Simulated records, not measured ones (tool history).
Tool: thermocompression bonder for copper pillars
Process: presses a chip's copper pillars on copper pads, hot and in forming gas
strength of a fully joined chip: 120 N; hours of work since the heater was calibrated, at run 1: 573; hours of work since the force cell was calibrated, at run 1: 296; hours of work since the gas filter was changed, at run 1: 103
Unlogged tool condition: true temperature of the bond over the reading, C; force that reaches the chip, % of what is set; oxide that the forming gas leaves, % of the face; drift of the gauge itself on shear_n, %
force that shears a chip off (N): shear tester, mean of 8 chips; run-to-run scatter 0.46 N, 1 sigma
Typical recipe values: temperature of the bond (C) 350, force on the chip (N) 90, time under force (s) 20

run   hour  temperature of the bond (C)  force on the chip (N)  time under force (s)  hours of work since the heater was calibrated  hours of work since the force cell was calibrated  hours of work since the gas filter was changed  force that shears a chip off (N)
  1      0                          350                     90                    20                                            573                                                296                                             103                                48
  2   12.4                          350                     90                    20                                            582                                                304                                             111                              47.5
  3   21.7                          350                     90                    20                                            588                                                310                                             117                              47.8
      31.8  -- forming gas filter changed
  4   31.8                          350                     90                    20                                            594                                                316                                               0                                52
  5   38.3                          322                     90                    20                                            598                                                321                                               4                              37.4
  6   46.3                          322                     90                    20                                            604                                                326                                              10                              37.3
      48.5  -- force cell calibrated
  7   55.4                          373                     90                    20                                            609                                                  5                                              15                              62.8
  8   64.8                          373                     90                    20                                            615                                                 11                                              21                              64.5
  9     79                          373                     90                    20                                            624                                                 20                                              30                              63.3
 10   89.9                          350                     90                    20                                            632                                                 27                                              38                              50.5
 11  103.4                          350                     90                    20                                            641                                                 36                                              46                                50
 12  115.1                          350                     81                    12                                            648                                                 44                                              54                              38.2
 13    125                          363                     66                    27                                            655                                                 51                                              61                              52.1
     135.5  -- force cell calibrated, once more
 14  136.2                          363                     66                    27                                            661                                                  0                                              67                              52.9
 15  145.2                          363                     66                    27                                            667                                                  6                                              73                              53.9
 16  154.6                          370                     93                    16                                            673                                                 13                                              79                              56.9
 17    164                          346                    111                    15                                            680                                                 19                                              86                                49
 18    175                          363                    111                    15                                            687                                                 26                                              93                              57.3
 19  190.6                          379                    123                    47                                            697                                                 37                                             103                              90.9
 20  201.3                          326                     97                    21                                            704                                                 44                                             110                              40.4
 21    214                          326                     97                    21                                            713                                                 52                                             119                              39.3

5 ways to go on from here, each from the tool as it stands after run 21. What would each give?
     221.8  -- forming gas filter changed
  A   223                          352                     97                    56                                            718                                                 58                                               1                                 ?
     221.8  -- forming gas filter changed
  B   223                          349                     71                    21                                            718                                                 58                                               1                                 ?
     221.8  -- forming gas filter changed
  C   223                          326                     97                    28                                            718                                                 58                                               1                                 ?
     221.8  -- forming gas filter changed
  D   223                          344                     80                    33                                            718                                                 58                                               1                                 ?
     221.8  -- forming gas filter changed
  E   223                          326                    127                    21                                            718                                                 58                                               1                                 ?

run  force that shears a chip off (N)
  A                              78.1
  B                              45.7
  C                              48.5
  D                              55.3
  E                              50.9
Without the tool's hidden state the same runs would have given:
run  force that shears a chip off (N)
  A                              75.6
  B                              43.6
  C                              46.2
  D                              52.9
  E                              48.5

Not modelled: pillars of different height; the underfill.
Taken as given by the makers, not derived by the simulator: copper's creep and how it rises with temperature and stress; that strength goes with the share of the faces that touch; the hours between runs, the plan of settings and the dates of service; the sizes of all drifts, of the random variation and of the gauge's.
